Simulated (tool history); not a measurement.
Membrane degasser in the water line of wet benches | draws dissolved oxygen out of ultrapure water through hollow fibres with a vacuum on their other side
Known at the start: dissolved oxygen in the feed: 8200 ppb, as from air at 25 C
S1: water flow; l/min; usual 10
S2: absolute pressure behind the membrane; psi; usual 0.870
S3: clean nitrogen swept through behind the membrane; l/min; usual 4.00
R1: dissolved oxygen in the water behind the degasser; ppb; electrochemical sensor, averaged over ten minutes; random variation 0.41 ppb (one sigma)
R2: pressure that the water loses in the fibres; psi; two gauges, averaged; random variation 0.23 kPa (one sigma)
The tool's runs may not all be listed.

run,day,S1,S2,S3,R1,R2
1,0.000,10,0.870,4.00,29.1,8.705
2,1.988,10,0.567,4.00,15.4,8.698
3,3.325,10,0.870,4.00,27.9,8.662
4,5.588,10,0.870,4.00,27.5,8.749
5,7.758,10,0.870,4.00,27.4,8.718
6,9.479,10,0.870,4.00,27.8,8.704
7,11.250,10,0.870,3.33,30.9,8.727
8,13.142,11,1.215,3.33,56.9,9.648
9,14.450,11,1.215,3.33,56.6,9.635
10,15.638,11,1.215,3.33,56.3,9.545
11,17.779,11,1.215,3.33,56.8,9.522
12,19.400,11,1.215,3.33,55.9,9.583

4 ways to go on from here, each from the tool as it stands after run 12. What would each give?
A,20.662,11,1.215,2.06,?,?
B,20.662,9,0.870,4.00,?,?
C,20.662,12,1.117,2.16,?,?
D,20.662,13,0.870,10.45,?,?

run,R1,R2
A,80.7,9.623
B,22.8,7.813
C,79.3,10.434
D,34.4,11.343
Without the tool's hidden state the same runs would have given:
run,R1,R2
A,80.5,9.622
B,22.7,7.812
C,79.1,10.431
D,34.4,11.342
